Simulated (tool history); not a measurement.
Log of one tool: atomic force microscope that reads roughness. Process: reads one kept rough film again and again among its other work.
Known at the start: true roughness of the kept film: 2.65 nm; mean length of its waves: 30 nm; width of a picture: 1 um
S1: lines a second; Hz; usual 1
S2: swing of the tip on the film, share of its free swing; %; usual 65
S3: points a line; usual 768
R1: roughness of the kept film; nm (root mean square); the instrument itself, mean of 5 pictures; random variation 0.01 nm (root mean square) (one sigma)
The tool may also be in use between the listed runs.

run    day    S1  S2   S3     R1
  1      0     1  65  768  1.949
  2  0.575     1  65  768  1.908
  3  1.017     1  65  768  1.841
  4   1.35     1  65  768  1.817
     1.529  -- new tip fitted
  5  1.879     1  65  768  2.281
  6  2.271     1  67  768  2.194
  7  2.621     1  65  768  2.144
  8  3.012     1  65  554  2.084
  9  3.596  0.57  65  768  1.995
 10  4.104     1  72  768  1.957
 11    4.5     1  72  768  1.893
 12  4.796     1  72  768  1.857
 13  5.079  0.63  87  924  1.822
     5.308  -- new tip fitted
 14  5.438  3.88  72  924  2.195
 15  5.908  1.66  65  768  2.197
 16  6.488  1.22  63  367  2.136
     6.579  -- height scale calibrated on a step standard
 17  6.862  0.77  65  412  2.086
 18  7.225  1.71  65  768  2.022
 19  7.538  1.27  57  379  1.996
 20  7.775  2.87  68  305  1.903
 21  8.354     1  63  276   1.89
     8.854  -- height scale calibrated on a step standard, once more
 22  8.892     1  63  276  1.845
     9.158  -- new tip fitted
 23  9.338     1  63  276  2.295
 24  9.821  0.88  63  276  2.221

4 ways to go on from here, each from the tool as it stands after run 24. What would each give?
  A  10.062     1  65  375   ?
  B  10.062  1.76  67  276   ?
  C  10.062  0.88  59  276   ?
  D  10.062   0.8  57  545   ?

run     R1
  A  2.184
  B  2.149
  C  2.181
  D  2.201
Without the tool's hidden state the same runs would have given:
run     R1
  A  2.325
  B  2.288
  C  2.322
  D  2.343
